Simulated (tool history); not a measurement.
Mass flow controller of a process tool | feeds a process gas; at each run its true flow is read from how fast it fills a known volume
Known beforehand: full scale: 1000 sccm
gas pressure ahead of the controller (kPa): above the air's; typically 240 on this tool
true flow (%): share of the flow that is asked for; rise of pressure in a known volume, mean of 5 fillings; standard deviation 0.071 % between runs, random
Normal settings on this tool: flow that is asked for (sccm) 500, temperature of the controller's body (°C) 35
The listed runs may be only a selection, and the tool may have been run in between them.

run      day  flow that is asked for (sccm)  gas pressure ahead of the controller (kPa)  temperature of the controller's body (°C)  true flow (%)
  1        0                            500                                         240                                         35         100.01
  2    6.667                            500                                         240                                         24           99.5
  3   14.121                            500                                         240                                         24          99.52
  4   18.862                            500                                         240                                         30          99.81
  5   24.325                            174                                         240                                         35          99.99
  6   33.029                            517                                         240                                         35         100.02
  7   38.038                            517                                         240                                         35         100.01
  8   42.196                            517                                         232                                         35         100.07
  9   46.192                            517                                         232                                         35          99.95
 10   52.946                            517                                         232                                         35            100
 11   61.104                            500                                         240                                         27          99.75
 12   67.938                            500                                         240                                         31          99.92
 13   72.967                            500                                         240                                         31          99.76
 14    80.35                            913                                         187                                         24         100.15
 15   86.904                            301                                         171                                         31          99.99
 16   95.312                            301                                         171                                         31          99.99
 17  100.867                            301                                         171                                         31          100.3
 18   108.65                            301                                         171                                         30         100.23
 19  117.508                            425                                         240                                         35         100.16
 20  122.492                            271                                         236                                         28          98.97
 21  128.879                            798                                         273                                         32          99.88
 22  135.138                            118                                         145                                         34          99.44
 23  142.767                            118                                         145                                         34          99.62

Between the runs listed above, the log contained 2 entries, not reproduced here. Where in the sequence does each belong, and how does what the log doesn't record of the tool's condition differ from the listed run before to the listed run after?
Between runs 16 and 17: controller's zero set anew (day 96)
  flow at rest that the sensor doesn't see, % of full scale: 0.18 -> 0.279; true flow over the shown one, %: -0.11 -> -0.12
  measured less the result without the state, true flow (%): +0.49 -> +0.81
Between runs 19 and 20: controller's zero set anew, once more (day 120.25)
  flow at rest that the sensor doesn't see, % of full scale: 0.292 -> 0.01; true flow over the shown one, %: -0.14 -> -0.15
  measured less the result without the state, true flow (%): +0.55 -> -0.12

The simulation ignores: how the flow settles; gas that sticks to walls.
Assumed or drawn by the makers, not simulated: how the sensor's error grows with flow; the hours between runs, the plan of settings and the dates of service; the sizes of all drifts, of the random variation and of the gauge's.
